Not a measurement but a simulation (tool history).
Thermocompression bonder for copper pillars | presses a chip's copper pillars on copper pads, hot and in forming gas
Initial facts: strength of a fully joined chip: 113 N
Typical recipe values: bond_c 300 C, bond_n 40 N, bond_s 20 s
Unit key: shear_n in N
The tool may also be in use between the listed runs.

run 1 day=0 | bond_c=300 bond_n=40 bond_s=20 | shear_n=63.7
-- day=1.262 force cell calibrated
run 2 day=1.392 | bond_c=300 bond_n=40 bond_s=20 | shear_n=62.3
-- day=2.958 heater calibrated with a thermocouple chip
run 3 day=3.146 | bond_c=300 bond_n=40 bond_s=20 | shear_n=71
run 4 day=5.021 | bond_c=300 bond_n=40 bond_s=20 | shear_n=70.4
-- day=5.483 force cell calibrated, once more
run 5 day=6.688 | bond_c=300 bond_n=40 bond_s=20 | shear_n=64.8
run 6 day=7.946 | bond_c=300 bond_n=40 bond_s=20 | shear_n=66.8
run 7 day=9.192 | bond_c=277 bond_n=40 bond_s=20 | shear_n=47.4
-- day=9.558 forming gas filter changed
run 8 day=10.45 | bond_c=277 bond_n=40 bond_s=20 | shear_n=51.1
run 9 day=12.067 | bond_c=277 bond_n=40 bond_s=20 | shear_n=50.2
run 10 day=13.042 | bond_c=277 bond_n=40 bond_s=20 | shear_n=49.5
run 11 day=14.929 | bond_c=277 bond_n=40 bond_s=20 | shear_n=47.8
run 12 day=17.179 | bond_c=304 bond_n=40 bond_s=20 | shear_n=66.6
run 13 day=18.354 | bond_c=300 bond_n=40 bond_s=20 | shear_n=63.2
-- day=19.8 forming gas filter changed
run 14 day=19.962 | bond_c=300 bond_n=40 bond_s=20 | shear_n=67.3
run 15 day=22.075 | bond_c=300 bond_n=35 bond_s=20 | shear_n=59.6
run 16 day=23.321 | bond_c=300 bond_n=35 bond_s=15 | shear_n=53.8
run 17 day=24.95 | bond_c=300 bond_n=35 bond_s=15 | shear_n=51.2
run 18 day=26.658 | bond_c=300 bond_n=35 bond_s=15 | shear_n=50.2
run 19 day=28.525 | bond_c=300 bond_n=35 bond_s=15 | shear_n=49.8
-- day=30.029 forming gas filter changed
run 20 day=30.029 | bond_c=300 bond_n=35 bond_s=15 | shear_n=53.7
run 21 day=31.483 | bond_c=300 bond_n=35 bond_s=15 | shear_n=52.2
run 22 day=33.325 | bond_c=326 bond_n=57 bond_s=52 | shear_n=107.3
run 23 day=34.408 | bond_c=324 bond_n=24 bond_s=26 | shear_n=61.2
run 24 day=35.371 | bond_c=324 bond_n=24 bond_s=26 | shear_n=60.2
run 25 day=37.404 | bond_c=277 bond_n=40 bond_s=20 | shear_n=43.3
run 26 day=39.458 | bond_c=277 bond_n=40 bond_s=20 | shear_n=42.2
-- day=40.35 forming gas filter changed
run 27 day=41.388 | bond_c=279 bond_n=39 bond_s=13 | shear_n=38.9
run 28 day=43.229 | bond_c=302 bond_n=40 bond_s=46 | shear_n=80
run 29 day=44.475 | bond_c=300 bond_n=43 bond_s=10 | shear_n=50.2
run 30 day=45.829 | bond_c=300 bond_n=43 bond_s=10 | shear_n=49.3
run 31 day=47.404 | bond_c=300 bond_n=43 bond_s=10 | shear_n=48.9
run 32 day=49.512 | bond_c=310 bond_n=40 bond_s=34 | shear_n=75
-- day=50.733 heater calibrated with a thermocouple chip
-- day=50.754 forming gas filter changed
run 33 day=50.858 | bond_c=287 bond_n=30 bond_s=12 | shear_n=41.6
run 34 day=52.846 | bond_c=295 bond_n=40 bond_s=22 | shear_n=67.8
run 35 day=54.433 | bond_c=315 bond_n=50 bond_s=20 | shear_n=89.9
run 36 day=55.746 | bond_c=300 bond_n=28 bond_s=54 | shear_n=72.2
run 37 day=56.692 | bond_c=304 bond_n=29 bond_s=13 | shear_n=48.7
run 38 day=57.796 | bond_c=300 bond_n=40 bond_s=53 | shear_n=85.6

For each run, the measured value with the value that run would have given without the tool's hidden condition subtracted. The run-to-run variation is shared by both, the gauge scatter possibly not:
The tool's hidden condition here consists of: true temperature of the bond over the reading, C; force that reaches the chip, % of what is set; oxide that the forming gas leaves, % of the face; drift of the gauge itself on shear_n, %.
run=1 shear_n=-8.3
run=2 shear_n=-8.9
run=3 shear_n=-0.5
run=4 shear_n=-2
run=5 shear_n=-5.7
run=6 shear_n=-6.9
run=7 shear_n=-6.1
run=8 shear_n=-2.3
run=9 shear_n=-3.2
run=10 shear_n=-3.8
run=11 shear_n=-4.9
run=12 shear_n=-7.5
run=13 shear_n=-8.4
run=14 shear_n=-3.9
run=15 shear_n=-5.2
run=16 shear_n=-5.8
run=17 shear_n=-6.6
run=18 shear_n=-7.5
run=19 shear_n=-8.7
run=20 shear_n=-5.5
run=21 shear_n=-6.4
run=22 shear_n=-4.5
run=23 shear_n=-8.3
run=24 shear_n=-8.9
run=25 shear_n=-9.7
run=26 shear_n=-10.8
run=27 shear_n=-7.3
run=28 shear_n=-9.7
run=29 shear_n=-9.7
run=30 shear_n=-10.6
run=31 shear_n=-11.6
run=32 shear_n=-14.8
run=33 shear_n=+1.3
run=34 shear_n=+0
run=35 shear_n=-2.1
run=36 shear_n=-2.4
run=37 shear_n=-2
run=38 shear_n=-4.9
